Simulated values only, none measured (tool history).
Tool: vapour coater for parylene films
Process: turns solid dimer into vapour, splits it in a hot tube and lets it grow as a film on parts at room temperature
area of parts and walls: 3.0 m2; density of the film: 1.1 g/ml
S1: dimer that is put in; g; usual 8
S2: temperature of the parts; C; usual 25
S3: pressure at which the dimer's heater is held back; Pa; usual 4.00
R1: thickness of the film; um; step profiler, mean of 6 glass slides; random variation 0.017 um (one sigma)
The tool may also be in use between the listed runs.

run,hour,S1,S2,S3,R1
1,0.0,8,25,4.00,1.09
2,32.4,8,25,4.00,1.12
3,75.1,8,25,4.00,1.14
4,123.3,8,25,9.00,1.00
5,156.0,8,25,9.00,0.99
6,201.7,8,22,4.00,1.20
7,250.2,8,28,4.00,0.97
8,296.9,8,28,4.00,0.97
# hour 310.9: trap's valve overhauled
9,344.5,8,29,4.00,0.98
10,372.1,8,29,4.00,0.99
11,412.3,8,20,4.00,1.34
12,446.6,8,20,4.00,1.37
13,490.2,8,20,4.00,1.32
14,519.3,8,20,4.00,1.33
15,553.6,8,20,2.70,1.41
16,587.4,11,25,4.00,1.54
17,613.1,8,27,3.40,1.06
18,642.5,5,29,2.73,0.61
19,668.5,5,29,2.73,0.62
20,691.0,5,29,2.73,0.61
21,719.7,8,26,4.00,1.00
22,750.8,8,26,4.00,1.02
# hour 795.3: trap's valve overhauled
23,801.5,3,32,4.00,0.35
24,834.0,7,31,2.63,0.81
25,869.5,7,31,2.63,0.84
26,910.4,5,31,2.63,0.60
27,957.2,5,31,2.63,0.59
28,993.9,5,18,5.72,0.85
29,1016.3,5,18,5.72,0.88

Measured less the same run without the tool's hidden state. The same run-to-run variation is in both; the gauge's scatter may not be:
The hidden state here: vapour lost through the trap's worn valve, %; true temperature of the parts over the reading, C; drift of the gauge itself on film_um, %.
run,R1
1,-0.05
2,-0.06
3,-0.06
4,-0.06
5,-0.07
6,-0.10
7,-0.09
8,-0.09
9,-0.03
10,-0.03
11,-0.06
12,-0.06
13,-0.08
14,-0.08
15,-0.09
16,-0.11
17,-0.08
18,-0.05
19,-0.05
20,-0.06
21,-0.10
22,-0.10
23,-0.01
24,-0.04
25,-0.04
26,-0.03
27,-0.03
28,-0.05
29,-0.06

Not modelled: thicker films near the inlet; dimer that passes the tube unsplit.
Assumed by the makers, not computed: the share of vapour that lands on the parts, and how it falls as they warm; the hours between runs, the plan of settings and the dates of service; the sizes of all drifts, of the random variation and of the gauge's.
